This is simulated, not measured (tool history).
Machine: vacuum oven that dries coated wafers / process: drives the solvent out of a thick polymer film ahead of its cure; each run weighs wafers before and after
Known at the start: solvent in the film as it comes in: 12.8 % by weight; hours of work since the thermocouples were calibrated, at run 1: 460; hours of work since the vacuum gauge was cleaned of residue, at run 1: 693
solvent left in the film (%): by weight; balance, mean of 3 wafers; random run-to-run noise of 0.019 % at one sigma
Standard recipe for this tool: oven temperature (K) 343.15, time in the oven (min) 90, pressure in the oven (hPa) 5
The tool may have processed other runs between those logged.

run,hour,oven temperature (K),time in the oven (min),pressure in the oven (hPa),hours of work since the thermocouples were calibrated,hours of work since the vacuum gauge was cleaned of residue,solvent left in the film (%)
1,0,343.15,90,5,460,693,1.21
2,41.7,343.15,90,5,481,715,1.21
3,114.9,343.15,90,5,519,753,1.23
4,187.2,343.15,90,5,557,790,1.22
5,260,343.15,90,5,594,828,1.26
6,318.4,343.15,90,5,624,858,1.29
7,378.1,343.15,90,5,655,889,1.26
8,451.3,343.15,90,5,693,927,1.27
9,492.9,343.15,90,5,715,949,1.25
10,543.1,343.15,90,5,741,975,1.32
11,573.4,343.15,90,5,757,990,1.25
12,604.6,343.15,90,5,773,1007,1.31
13,636.7,339.15,107,18.18,789,1023,2.41
14,668.1,342.15,84,10.13,806,1039,1.92
15,727.2,342.15,84,10.13,836,1070,1.94
# hour 745.4: oven's thermocouples calibrated
16,770.6,358.15,159,9.1,13,1091,0.28
17,825.2,358.15,97,12.91,41,1120,0.37
18,863.8,354.15,58,5,61,1140,0.5
19,933.6,357.15,162,5,97,1176,0.21
20,968.7,357.15,162,5,116,1194,0.2
21,1034.8,357.15,47,4.17,150,1228,0.47
22,1073,343.15,123,3.49,170,1248,0.63
23,1130.9,343.15,123,3.49,200,1278,0.66

Predict each of these 4 candidate next runs independently; none follows another, all start after run 23:
A,1184.2,333.15,58,5,227,1306,?
B,1184.2,343.15,123,7.83,227,1306,?
C,1184.2,348.15,53,6.85,227,1306,?
D,1184.2,344.15,90,2.92,227,1306,?

run,solvent left in the film (%)
A,5.42
B,0.86
C,1.58
D,0.96
With no hidden state in the tool, these same runs would have given:
run,solvent left in the film (%)
A,5.31
B,0.76
C,1.5
D,0.86

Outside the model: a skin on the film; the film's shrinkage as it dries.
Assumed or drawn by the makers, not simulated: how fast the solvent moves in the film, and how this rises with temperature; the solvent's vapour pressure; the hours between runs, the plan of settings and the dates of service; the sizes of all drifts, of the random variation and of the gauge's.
